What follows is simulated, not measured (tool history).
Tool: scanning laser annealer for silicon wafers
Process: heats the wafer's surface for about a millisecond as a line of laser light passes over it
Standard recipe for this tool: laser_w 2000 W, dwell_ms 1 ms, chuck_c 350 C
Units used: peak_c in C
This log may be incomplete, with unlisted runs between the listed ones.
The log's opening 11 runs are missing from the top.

run    hour  laser_w  dwell_ms  chuck_c  peak_c
 12     490     2000         1      333    1104
 13   546.2     2000         1      333    1106
 14   574.5     1969         1      333    1087
 15   600.2     2000         1      350    1117
 16   654.2     2000         1      350    1112
 17   679.1     2000         1      350    1110
 18   722.8     2000      0.84      350    1055
 19   753.9     1901         1      344    1055
 20   785.8     1901         1      344    1058
 21   826.3     1884         1      356    1053
 22   856.3     1861         1      386    1070
 23   898.2     2086         1      366    1154
 24   951.2     1896         1      366    1061
 25     991     1896         1      366    1059
      999.4  -- optics aligned, line set to its width
     1015.9  -- window over the wafer cleaned
 26  1035.8     1896         1      366    1110
 27  1081.7     2085         1      358    1188
 28  1123.3     2000      0.95      336    1108
 29  1174.5     1883      0.87      314    1000
 30    1220     1883      0.87      314     999
 31  1272.8     1984      1.09      372    1170
 32  1309.6     2168      1.09      322    1206
 33  1338.4     2168      1.09      322    1207
 34  1386.3     1986      1.19      350    1170
 35  1439.3     1986      1.19      348    1168

Each row is a separate what-if for the run after 35, all from the same tool condition, not one after another. Results?
  A  1488.8     1986      1.12      348       ?
  B  1488.8     1833      0.78      348       ?
  C  1488.8     1840      1.19      348       ?
  D  1488.8     1823       0.9      380       ?
  E  1488.8     2000         1      352       ?

run  peak_c
  A    1143
  B     964
  C    1092
  D    1033
  E    1113
Stripped of hidden state, with their random variation kept, the same runs would have yielded:
run  peak_c
  A    1180
  B     992
  C    1126
  D    1063
  E    1148
